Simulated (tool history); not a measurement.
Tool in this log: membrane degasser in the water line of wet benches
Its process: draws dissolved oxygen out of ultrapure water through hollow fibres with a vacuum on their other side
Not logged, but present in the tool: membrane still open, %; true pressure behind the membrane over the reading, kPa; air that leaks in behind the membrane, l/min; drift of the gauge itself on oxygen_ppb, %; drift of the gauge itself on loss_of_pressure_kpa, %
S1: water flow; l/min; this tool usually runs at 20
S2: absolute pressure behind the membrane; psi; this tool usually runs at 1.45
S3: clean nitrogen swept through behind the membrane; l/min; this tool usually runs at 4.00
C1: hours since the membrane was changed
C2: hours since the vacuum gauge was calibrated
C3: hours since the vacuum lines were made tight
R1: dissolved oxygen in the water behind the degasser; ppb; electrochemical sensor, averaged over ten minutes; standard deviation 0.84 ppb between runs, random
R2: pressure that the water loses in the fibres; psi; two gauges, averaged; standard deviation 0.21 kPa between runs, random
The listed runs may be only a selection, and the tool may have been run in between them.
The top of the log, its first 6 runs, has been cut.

Run 7, hour 214.8: usual settings but S3 8.86 l/min; C1 987; C2 1327; C3 1735. Result: R1 57.1 ppb, R2 6.953 psi.
Run 8, hour 262.1: usual settings; C1 1034; C2 1374; C3 1783. Result: R1 102.9 ppb, R2 6.934 psi.
Run 9, hour 289.5: usual settings; C1 1061; C2 1402; C3 1810. Result: R1 103.7 ppb, R2 6.943 psi.
Run 10, hour 331.8: usual settings but S3 1.81 l/min; C1 1104; C2 1444; C3 1852. Result: R1 193.6 ppb, R2 6.942 psi.
Run 11, hour 354.8: usual settings but S3 5.94 l/min; C1 1127; C2 1467; C3 1875. Result: R1 76.1 ppb, R2 6.933 psi.
Run 12, hour 402.8: usual settings but S1 32 l/min; C1 1175; C2 1515; C3 1923. Result: R1 188.7 ppb, R2 11.117 psi.
Run 13, hour 427.9: usual settings but S1 21 l/min; C1 1200; C2 1540; C3 1949. Result: R1 109.8 ppb, R2 7.262 psi.
At hour 431.2: vacuum gauge calibrated.
Run 14, hour 478.7: usual settings but S3 5.07 l/min; C1 1250; C2 47; C3 1999. Result: R1 86.7 ppb, R2 6.940 psi.
Run 15, hour 524.4: usual settings but S1 30 l/min; C1 1296; C2 93; C3 2045. Result: R1 177.4 ppb, R2 10.425 psi.
Run 16, hour 570.4: usual settings; C1 1342; C2 139; C3 2091. Result: R1 103.4 ppb, R2 6.946 psi.
At hour 608.9: vacuum gauge calibrated, once more.
Run 17, hour 608.9: usual settings but S1 24 l/min, S2 1.15 psi; C1 1380; C2 0; C3 2129. Result: R1 100.5 ppb, R2 8.356 psi.
Run 18, hour 658.8: usual settings but S1 13 l/min, S2 3.12 psi, S3 2.92 l/min; C1 1430; C2 50; C3 2178. Result: R1 205.0 ppb, R2 4.448 psi.
Run 19, hour 686.6: usual settings but S1 12 l/min, S2 2.51 psi, S3 8.06 l/min; C1 1458; C2 78; C3 2206. Result: R1 56.6 ppb, R2 4.132 psi.
Run 20, hour 723.4: usual settings but S1 23 l/min, S2 1.51 psi, S3 10.02 l/min; C1 1494; C2 115; C3 2243. Result: R1 68.9 ppb, R2 8.003 psi.
Run 21, hour 762.9: usual settings but S1 23 l/min, S2 2.87 psi, S3 2.15 l/min; C1 1534; C2 154; C3 2283. Result: R1 435.9 ppb, R2 8.045 psi.
Run 22, hour 789.3: usual settings but S2 3.26 psi, S3 2.76 l/min; C1 1560; C2 180; C3 2309. Result: R1 347.1 ppb, R2 6.997 psi.
Run 23, hour 832.4: usual settings but S2 3.26 psi, S3 2.76 l/min; C1 1603; C2 223; C3 2352. Result: R1 344.8 ppb, R2 7.008 psi.
Run 24, hour 855.6: usual settings but S1 21 l/min, S2 1.48 psi, S3 10.04 l/min; C1 1627; C2 247; C3 2375. Result: R1 58.7 ppb, R2 7.356 psi.
Run 25, hour 904.5: usual settings but S1 21 l/min, S2 1.48 psi, S3 10.04 l/min; C1 1675; C2 296; C3 2424. Result: R1 59.6 ppb, R2 7.272 psi.
Run 26, hour 950.3: usual settings but S1 18 l/min, S2 1.48 psi, S3 1.92 l/min; C1 1721; C2 341; C3 2470. Result: R1 167.1 ppb, R2 6.250 psi.
Run 27, hour 983.4: usual settings but S1 18 l/min, S2 1.48 psi, S3 1.92 l/min; C1 1754; C2 374; C3 2503. Result: R1 167.8 ppb, R2 6.296 psi.
Run 28, hour 1027.0: usual settings but S1 18 l/min, S2 1.48 psi, S3 1.92 l/min; C1 1798; C2 418; C3 2547. Result: R1 173.1 ppb, R2 6.267 psi.
Run 29, hour 1051.9: usual settings but S1 32 l/min, S2 1.39 psi, S3 4.67 l/min; C1 1823; C2 443; C3 2572. Result: R1 165.9 ppb, R2 11.133 psi.
Run 30, hour 1085.1: usual settings but S1 32 l/min, S2 1.02 psi, S3 11.85 l/min; C1 1856; C2 476; C3 2605. Result: R1 85.4 ppb, R2 11.193 psi.
Run 31, hour 1132.6: usual settings but S1 29 l/min, S2 1.86 psi, S3 2.28 l/min; C1 1903; C2 524; C3 2652. Result: R1 323.7 ppb, R2 10.201 psi.

Branching from run 31: 5 alternative next runs. What would each branch give?
Run A, hour 1166.2: usual settings but S1 31 l/min; C1 1937; C2 557; C3 2686. Result: R1 ?, R2 ?.
Run B, hour 1166.2: usual settings but S1 29 l/min, S2 2.84 psi, S3 2.28 l/min; C1 1937; C2 557; C3 2686. Result: R1 ?, R2 ?.
Run C, hour 1166.2: usual settings but S1 19 l/min, S2 1.87 psi, S3 2.33 l/min; C1 1937; C2 557; C3 2686. Result: R1 ?, R2 ?.
Run D, hour 1166.2: usual settings but S1 22 l/min, S2 0.97 psi, S3 7.09 l/min; C1 1937; C2 557; C3 2686. Result: R1 ?, R2 ?.
Run E, hour 1166.2: usual settings but S3 8.96 l/min; C1 1937; C2 557; C3 2686. Result: R1 ?, R2 ?.

run     R1      R2
  A  182.3  10.824
  B  507.6  10.105
  C  204.3   6.614
  D   52.0   7.623
  E   58.1   6.923
Had the tool no hidden state, the same runs would have come out as:
run     R1      R2
  A  177.4  10.698
  B  501.5   9.987
  C  200.7   6.537
  D   49.6   7.533
  E   56.1   6.841

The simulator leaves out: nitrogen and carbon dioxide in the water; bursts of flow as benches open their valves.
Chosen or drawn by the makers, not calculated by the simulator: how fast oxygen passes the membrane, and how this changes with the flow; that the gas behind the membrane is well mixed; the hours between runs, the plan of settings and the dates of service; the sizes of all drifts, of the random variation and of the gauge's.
